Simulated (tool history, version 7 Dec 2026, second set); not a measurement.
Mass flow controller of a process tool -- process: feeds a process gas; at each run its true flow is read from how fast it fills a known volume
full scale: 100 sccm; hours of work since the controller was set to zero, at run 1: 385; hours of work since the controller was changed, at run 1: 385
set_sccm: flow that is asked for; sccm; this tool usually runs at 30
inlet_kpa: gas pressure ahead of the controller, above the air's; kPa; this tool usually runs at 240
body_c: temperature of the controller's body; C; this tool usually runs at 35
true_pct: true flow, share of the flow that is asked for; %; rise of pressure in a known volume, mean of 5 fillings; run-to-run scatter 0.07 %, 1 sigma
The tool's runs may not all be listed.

run    hour  set_sccm  inlet_kpa  body_c  hours of work since the controller was set to zero  hours of work since the controller was changed  true_pct
  1       0        30        240      35                                                 385                                             385     97.15
  2    83.6        34        240      35                                                 412                                             412     97.38
  3   131.8        34        240      35                                                 428                                             428     97.42
  4   217.9        34        240      35                                                 457                                             457      97.4
  5   261.3        49        240      35                                                 471                                             471     97.93
  6   320.6        49        240      35                                                 491                                             491     97.94
  7   399.9        49        240      35                                                 517                                             517      97.9
  8     465        49        240      35                                                 539                                             539     97.98
  9   537.5        49        240      35                                                 563                                             563     98.13
 10   584.3        49        240      35                                                 578                                             578     98.18
 11   643.9        30        240      35                                                 598                                             598     97.55
 12   698.6        30        240      35                                                 616                                             616     97.55
 13   763.9        30        240      35                                                 637                                             637     97.75
 14   816.6        30        240      35                                                 655                                             655     97.66
 15   888.5        30        240      21                                                 679                                             679     98.58
 16   953.9        30        240      35                                                 700                                             700     97.84
 17  1021.7        30        240      35                                                 723                                             723     97.81
 18  1087.7        30        240      28                                                 745                                             745      98.4
 19  1174.6        22        240      35                                                 773                                             773     97.84
 20    1267        13        240      35                                                 804                                             804     97.42
 21  1341.9        71        240      35                                                 829                                             829      99.5
 22  1427.2        71        258      35                                                 857                                             857     99.46
 23    1508        71        258      35                                                 884                                             884     99.43
 24  1547.7        71        258      35                                                 897                                             897     99.54
 25  1593.1        30        200      35                                                 912                                             912     98.42
 26    1666        14        243      23                                                 936                                             936     98.54
 27  1730.1        55        215      35                                                 957                                             957     99.21
 28  1791.4        72        152      35                                                 977                                             977    100.16
 29  1841.2        72        152      35                                                 994                                             994     100.1
 30  1913.9        18        180      28                                                1018                                            1018      98.9
     1976.3  -- gauge calibrated
 31  1982.1        37        243      26                                                1040                                            1040     97.85
 32  2045.8        21        240      31                                                1062                                            1062     97.14
 33    2098        21        240      31                                                1079                                            1079     97.19
 34  2178.5        67        254      20                                                1105                                            1105     99.16
 35  2257.9        60        219      32                                                1132                                            1132     98.56
 36  2337.6        60        219      32                                                1158                                            1158      98.6
 37    2400        30        240      31                                                1179                                            1179     97.67
 38  2467.9        30        157      31                                                1201                                            1201     98.12
 39  2534.6        30        157      31                                                1223                                            1223      98.2
 40  2618.2        42        260      35                                                1251                                            1251        98
 41  2678.1        14        240      26                                                1271                                            1271     97.65
 42  2747.4        13        240      26                                                1294                                            1294     97.66
 43  2832.2        13        240      22                                                1322                                            1322     97.97
 44  2910.2        83        256      25                                                1347                                            1347     99.98
 45  2967.7        88        178      23                                                1366                                            1366     100.6
 46    3045        88        178      23                                                1392                                            1392    100.67
 47  3106.7        18        228      22                                                1412                                            1412     98.35
 48  3167.7        76        228      22                                                1433                                            1433    100.17
 49  3215.9        20        186      21                                                1449                                            1449     98.76

3 ways to go on from here, each from the tool as it stands after run 49. What would each give?
  A  3275.2        10        186      25                                                1468                                            1468         ?
  B  3275.2        87        225      32                                                1468                                            1468         ?
  C  3275.2        22        186      30                                                1468                                            1468         ?

run  true_pct
  A     98.29
  B    100.04
  C     98.36
Had the tool no hidden state, the same runs would have come out as:
run  true_pct
  A     97.34
  B     99.08
  C     97.41

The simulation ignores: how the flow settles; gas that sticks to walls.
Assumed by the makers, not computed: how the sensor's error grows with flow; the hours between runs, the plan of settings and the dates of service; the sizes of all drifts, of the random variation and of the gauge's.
